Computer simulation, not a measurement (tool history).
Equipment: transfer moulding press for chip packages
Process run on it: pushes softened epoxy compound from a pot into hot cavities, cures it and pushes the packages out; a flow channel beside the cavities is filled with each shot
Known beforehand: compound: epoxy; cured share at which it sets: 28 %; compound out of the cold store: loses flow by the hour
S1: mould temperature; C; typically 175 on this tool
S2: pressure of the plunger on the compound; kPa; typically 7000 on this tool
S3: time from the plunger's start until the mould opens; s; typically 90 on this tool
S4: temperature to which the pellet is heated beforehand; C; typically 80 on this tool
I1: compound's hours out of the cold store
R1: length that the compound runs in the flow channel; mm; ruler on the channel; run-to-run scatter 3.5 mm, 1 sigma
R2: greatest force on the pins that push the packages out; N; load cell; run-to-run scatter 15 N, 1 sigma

run    hour   S1    S2   S3  S4    I1   R1    R2
  1     0.0  175  7000   90  80  32.0  508  1011
       24.4  -- mould's thermocouples calibrated
       38.8  -- plunger's sealing rings changed
  2    91.0  175  7000   90  80  36.3  551  1509
       98.4  -- cavities cleaned with cleaning compound and waxed
  3   155.1  175  7000   90  80  29.1  563  1429
      209.6  -- cavities cleaned with cleaning compound and waxed
      225.9  -- mould's thermocouples calibrated, once more
  4   252.6  175  7000   90  80   8.6  622  1282
      321.6  -- cavities cleaned with cleaning compound and waxed
  5   342.3  175  7000   90  80   8.3  614  1127
  6   410.2  175  7000   90  80  25.1  555  1455
      436.2  -- cavities cleaned with cleaning compound and waxed
  7   475.9  175  7000   90  80  13.1  581  1293
      551.9  -- cavities cleaned with cleaning compound and waxed
  8   554.6  175  7000   90  80  20.2  555   846
  9   651.9  169  7000   90  80  32.6  524  2163
      660.2  -- cavities cleaned with cleaning compound and waxed
 10   701.4  175  5870   90  80  45.0  440  1201
      740.2  -- plunger's sealing rings changed
      774.8  -- cavities cleaned with cleaning compound and waxed
 11   779.6  175  5870   90  80  21.2  550   874
 12   852.8  175  5870   90  80  27.2  521  1456
      883.9  -- cavities cleaned with cleaning compound and waxed
 13   917.3  175  5870   90  80  26.1  517  1198
 14   967.6  175  5870   90  80  18.1  541  1546
      995.5  -- cavities cleaned with cleaning compound and waxed
 15  1026.2  175  5450   73  80  23.9  504  2016
     1104.7  -- cavities cleaned with cleaning compound and waxed
 16  1112.8  167  7970   73  80  44.6  544  2077
     1156.0  -- mould's thermocouples calibrated
 17  1165.6  175  6260   90  80  28.5  514  1282
     1214.7  -- cavities cleaned with cleaning compound and waxed
 18  1218.4  175  7840  118  80   9.1  630   513
 19  1302.1  179  7000   73  89  39.5  494  1689
     1325.0  -- cavities cleaned with cleaning compound and waxed
 20  1356.8  177  7000   73  89  17.6  557  1702
     1436.4  -- cavities cleaned with cleaning compound and waxed
     1441.1  -- plunger's sealing rings changed
 21  1441.1  177  7000   73  89  19.9  592  1179
 22  1499.6  168  7000   90  73  41.3  537  2092
     1550.1  -- cavities cleaned with cleaning compound and waxed
 23  1589.8  168  7000   90  73   8.9  638  2161
 24  1653.7  168  7000   90  73  10.8  621  2575
     1661.2  -- cavities cleaned with cleaning compound and waxed
 25  1696.9  169  7910   91  86  19.9  625  1682
 26  1764.7  169  7910   91  86  29.3  595  2123
     1770.7  -- cavities cleaned with cleaning compound and waxed
 27  1819.5  175  6110   90  80   9.7  557  1355

Alternative continuations, all from the tool just after run 27; predict every row:
     1883.8  -- cavities cleaned with cleaning compound and waxed
  A  1886.9  175  7000  90  79  12.6   ?   ?
     1883.8  -- cavities cleaned with cleaning compound and waxed
  B  1886.9  175  5310  70  77  37.2   ?   ?
     1883.8  -- cavities cleaned with cleaning compound and waxed
  C  1886.9  175  7920  82  89   9.6   ?   ?
     1883.8  -- cavities cleaned with cleaning compound and waxed
  D  1886.9  176  6110  90  80  12.0   ?   ?

run   R1    R2
  A  588   864
  B  451  1492
  C  634  1078
  D  550   817
With the hidden condition removed and each run's random variation left untouched, the same runs would have given:
run   R1    R2
  A  623   753
  B  477  1320
  C  672   943
  D  583   714
